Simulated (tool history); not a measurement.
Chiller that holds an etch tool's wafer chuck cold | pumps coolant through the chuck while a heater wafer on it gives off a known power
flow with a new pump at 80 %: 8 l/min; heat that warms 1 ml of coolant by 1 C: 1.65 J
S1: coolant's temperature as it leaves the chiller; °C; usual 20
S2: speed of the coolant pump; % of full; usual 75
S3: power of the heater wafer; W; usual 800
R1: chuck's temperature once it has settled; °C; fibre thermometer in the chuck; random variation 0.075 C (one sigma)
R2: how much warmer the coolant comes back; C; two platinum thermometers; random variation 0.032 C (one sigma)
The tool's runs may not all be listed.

run	hour	S1	S2	S3	R1	R2
1	0	20	75	800	27.94	4.18
2	177.3	20	75	800	28.14	4.21
3	335.6	21	75	800	29.1	4.19
4	512.5	21	75	800	29.29	4.25
5	633.5	21	75	800	29.22	4.22
6	750.2	21	75	800	29.32	4.23
# hour 861.4: coolant changed, channels flushed
7	871.7	21	75	800	28.09	4.32
# hour 1044.9: chiller's thermometer calibrated
8	1091.5	21	75	800	29.07	4.24
9	1224.4	20	75	800	28.09	4.3
10	1435.2	20	75	800	28.12	4.31
11	1651.7	20	71	800	28.55	4.6
12	1822.5	20	71	800	28.68	4.68
13	2012.5	22	75	800	30.29	4.44
14	2163.8	15	75	800	23.33	4.46
15	2322.8	15	75	800	23.56	4.43
# hour 2344.6: coolant pump overhauled
16	2451.9	25	97	619	30.47	2.81

Run 17 comes next. What will it give?
17	2595	25	97	619	?	?

R1: 30.54 °C
R2: 2.88 C
Without the tool's hidden state the same run would have given R1 29.76 °C, R2 2.34 C.
